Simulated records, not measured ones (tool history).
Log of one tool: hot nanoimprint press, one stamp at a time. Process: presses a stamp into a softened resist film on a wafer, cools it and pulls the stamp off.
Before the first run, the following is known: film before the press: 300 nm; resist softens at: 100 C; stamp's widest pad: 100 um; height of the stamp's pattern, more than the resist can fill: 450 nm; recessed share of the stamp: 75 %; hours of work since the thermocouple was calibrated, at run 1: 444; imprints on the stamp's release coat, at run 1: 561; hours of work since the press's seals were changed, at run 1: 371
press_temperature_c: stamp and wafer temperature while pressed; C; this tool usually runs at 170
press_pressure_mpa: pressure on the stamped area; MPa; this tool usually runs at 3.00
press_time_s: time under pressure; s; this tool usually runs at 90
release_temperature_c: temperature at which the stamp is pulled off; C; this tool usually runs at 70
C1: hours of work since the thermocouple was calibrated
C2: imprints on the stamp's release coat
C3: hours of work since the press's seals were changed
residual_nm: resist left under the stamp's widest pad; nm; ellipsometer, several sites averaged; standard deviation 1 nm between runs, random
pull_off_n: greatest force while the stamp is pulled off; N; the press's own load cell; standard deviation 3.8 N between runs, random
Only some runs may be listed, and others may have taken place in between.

{"run": 1, "hour": 0.0, "press_temperature_c": 170, "press_pressure_mpa": 3.0, "press_time_s": 90, "release_temperature_c": 70, "C1": 444, "C2": 561, "C3": 371, "residual_nm": 147.7, "pull_off_n": 177}
{"run": 2, "hour": 65.7, "press_temperature_c": 170, "press_pressure_mpa": 3.0, "press_time_s": 90, "release_temperature_c": 70, "C1": 483, "C2": 735, "C3": 410, "residual_nm": 148.0, "pull_off_n": 183}
{"hour": 126.3, "done": "stamp cleaned and given a new release coat"}
{"run": 3, "hour": 136.3, "press_temperature_c": 170, "press_pressure_mpa": 3.0, "press_time_s": 90, "release_temperature_c": 70, "C1": 521, "C2": 26, "C3": 448, "residual_nm": 151.3, "pull_off_n": 180}
{"run": 4, "hour": 168.0, "press_temperature_c": 170, "press_pressure_mpa": 3.0, "press_time_s": 90, "release_temperature_c": 70, "C1": 540, "C2": 110, "C3": 467, "residual_nm": 148.1, "pull_off_n": 176}
{"hour": 226.4, "done": "plate thermocouple calibrated"}
{"run": 5, "hour": 238.0, "press_temperature_c": 170, "press_pressure_mpa": 3.0, "press_time_s": 90, "release_temperature_c": 70, "C1": 7, "C2": 288, "C3": 507, "residual_nm": 149.9, "pull_off_n": 177}
{"run": 6, "hour": 284.3, "press_temperature_c": 170, "press_pressure_mpa": 3.32, "press_time_s": 90, "release_temperature_c": 70, "C1": 34, "C2": 411, "C3": 534, "residual_nm": 142.0, "pull_off_n": 186}
{"run": 7, "hour": 340.0, "press_temperature_c": 170, "press_pressure_mpa": 3.32, "press_time_s": 73, "release_temperature_c": 70, "C1": 67, "C2": 558, "C3": 567, "residual_nm": 154.1, "pull_off_n": 175}
{"run": 8, "hour": 411.9, "press_temperature_c": 178, "press_pressure_mpa": 3.0, "press_time_s": 90, "release_temperature_c": 70, "C1": 110, "C2": 749, "C3": 610, "residual_nm": 100.4, "pull_off_n": 178}
{"run": 9, "hour": 454.9, "press_temperature_c": 178, "press_pressure_mpa": 3.0, "press_time_s": 90, "release_temperature_c": 70, "C1": 136, "C2": 863, "C3": 635, "residual_nm": 100.3, "pull_off_n": 183}
{"hour": 467.0, "done": "stamp cleaned and given a new release coat"}
{"hour": 493.7, "done": "press's hydraulic seals changed and the load cell set to zero"}
{"run": 10, "hour": 501.2, "press_temperature_c": 170, "press_pressure_mpa": 3.0, "press_time_s": 90, "release_temperature_c": 77, "C1": 155, "C2": 70, "C3": 4, "residual_nm": 149.6, "pull_off_n": 157}
{"run": 11, "hour": 570.0, "press_temperature_c": 170, "press_pressure_mpa": 3.0, "press_time_s": 90, "release_temperature_c": 77, "C1": 196, "C2": 252, "C3": 45, "residual_nm": 148.3, "pull_off_n": 159}
{"run": 12, "hour": 608.6, "press_temperature_c": 170, "press_pressure_mpa": 3.0, "press_time_s": 90, "release_temperature_c": 62, "C1": 218, "C2": 354, "C3": 68, "residual_nm": 149.9, "pull_off_n": 205}
{"run": 13, "hour": 659.0, "press_temperature_c": 170, "press_pressure_mpa": 3.0, "press_time_s": 90, "release_temperature_c": 70, "C1": 248, "C2": 488, "C3": 98, "residual_nm": 149.3, "pull_off_n": 183}
{"run": 14, "hour": 709.9, "press_temperature_c": 170, "press_pressure_mpa": 3.0, "press_time_s": 90, "release_temperature_c": 70, "C1": 279, "C2": 623, "C3": 128, "residual_nm": 150.8, "pull_off_n": 179}
{"run": 15, "hour": 741.1, "press_temperature_c": 170, "press_pressure_mpa": 3.0, "press_time_s": 90, "release_temperature_c": 70, "C1": 297, "C2": 706, "C3": 147, "residual_nm": 148.7, "pull_off_n": 189}
{"run": 16, "hour": 778.2, "press_temperature_c": 176, "press_pressure_mpa": 3.0, "press_time_s": 57, "release_temperature_c": 70, "C1": 319, "C2": 804, "C3": 169, "residual_nm": 131.3, "pull_off_n": 184}
{"hour": 813.0, "done": "stamp cleaned and given a new release coat"}
{"run": 17, "hour": 827.1, "press_temperature_c": 176, "press_pressure_mpa": 3.0, "press_time_s": 57, "release_temperature_c": 70, "C1": 344, "C2": 38, "C3": 194, "residual_nm": 133.1, "pull_off_n": 181}
{"run": 18, "hour": 861.5, "press_temperature_c": 170, "press_pressure_mpa": 3.0, "press_time_s": 74, "release_temperature_c": 74, "C1": 365, "C2": 129, "C3": 215, "residual_nm": 160.5, "pull_off_n": 168}
{"run": 19, "hour": 898.8, "press_temperature_c": 170, "press_pressure_mpa": 3.46, "press_time_s": 76, "release_temperature_c": 67, "C1": 387, "C2": 228, "C3": 237, "residual_nm": 151.0, "pull_off_n": 194}
{"run": 20, "hour": 954.9, "press_temperature_c": 170, "press_pressure_mpa": 3.46, "press_time_s": 76, "release_temperature_c": 67, "C1": 420, "C2": 377, "C3": 270, "residual_nm": 150.4, "pull_off_n": 195}
{"run": 21, "hour": 1029.5, "press_temperature_c": 170, "press_pressure_mpa": 2.45, "press_time_s": 90, "release_temperature_c": 66, "C1": 465, "C2": 574, "C3": 314, "residual_nm": 160.4, "pull_off_n": 199}
{"run": 22, "hour": 1088.4, "press_temperature_c": 170, "press_pressure_mpa": 2.45, "press_time_s": 90, "release_temperature_c": 66, "C1": 499, "C2": 730, "C3": 349, "residual_nm": 160.7, "pull_off_n": 195}
{"run": 23, "hour": 1126.5, "press_temperature_c": 165, "press_pressure_mpa": 2.45, "press_time_s": 177, "release_temperature_c": 60, "C1": 522, "C2": 831, "C3": 372, "residual_nm": 162.3, "pull_off_n": 210}
{"hour": 1151.6, "done": "stamp cleaned and given a new release coat"}
{"run": 24, "hour": 1170.5, "press_temperature_c": 159, "press_pressure_mpa": 4.18, "press_time_s": 118, "release_temperature_c": 61, "C1": 545, "C2": 50, "C3": 394, "residual_nm": 202.7, "pull_off_n": 201}
{"hour": 1219.8, "done": "plate thermocouple calibrated"}
{"run": 25, "hour": 1248.2, "press_temperature_c": 179, "press_pressure_mpa": 3.18, "press_time_s": 117, "release_temperature_c": 71, "C1": 17, "C2": 249, "C3": 439, "residual_nm": 81.1, "pull_off_n": 179}
{"run": 26, "hour": 1281.6, "press_temperature_c": 169, "press_pressure_mpa": 3.18, "press_time_s": 93, "release_temperature_c": 71, "C1": 37, "C2": 337, "C3": 458, "residual_nm": 150.9, "pull_off_n": 180}
{"run": 27, "hour": 1321.0, "press_temperature_c": 169, "press_pressure_mpa": 3.18, "press_time_s": 51, "release_temperature_c": 71, "C1": 60, "C2": 441, "C3": 482, "residual_nm": 185.9, "pull_off_n": 183}
{"run": 28, "hour": 1368.8, "press_temperature_c": 172, "press_pressure_mpa": 3.18, "press_time_s": 101, "release_temperature_c": 65, "C1": 88, "C2": 568, "C3": 510, "residual_nm": 126.2, "pull_off_n": 198}
{"run": 29, "hour": 1411.6, "press_temperature_c": 162, "press_pressure_mpa": 3.0, "press_time_s": 79, "release_temperature_c": 70, "C1": 114, "C2": 682, "C3": 536, "residual_nm": 220.5, "pull_off_n": 181}

4 options for the next run, each taken on its own from the tool as it stands now. Forecast them:
{"run": "A", "hour": 1454.2, "press_temperature_c": 174, "press_pressure_mpa": 3.0, "press_time_s": 79, "release_temperature_c": 70, "C1": 139, "C2": 795, "C3": 561, "residual_nm": "?", "pull_off_n": "?"}
{"run": "B", "hour": 1454.2, "press_temperature_c": 170, "press_pressure_mpa": 3.0, "press_time_s": 85, "release_temperature_c": 70, "C1": 139, "C2": 795, "C3": 561, "residual_nm": "?", "pull_off_n": "?"}
{"run": "C", "hour": 1454.2, "press_temperature_c": 170, "press_pressure_mpa": 4.68, "press_time_s": 90, "release_temperature_c": 70, "C1": 139, "C2": 795, "C3": 561, "residual_nm": "?", "pull_off_n": "?"}
{"run": "D", "hour": 1454.2, "press_temperature_c": 164, "press_pressure_mpa": 2.97, "press_time_s": 79, "release_temperature_c": 70, "C1": 139, "C2": 795, "C3": 561, "residual_nm": "?", "pull_off_n": "?"}

run=A residual_nm=129.2 pull_off_n=187
run=B residual_nm=152.4 pull_off_n=184
run=C residual_nm=123.1 pull_off_n=184
run=D residual_nm=205.9 pull_off_n=182
With the hidden condition removed and each run's random variation left untouched, the same runs would have given:
run=A residual_nm=129.3 pull_off_n=185
run=B residual_nm=152.5 pull_off_n=182
run=C residual_nm=123.2 pull_off_n=182
run=D residual_nm=206.0 pull_off_n=181
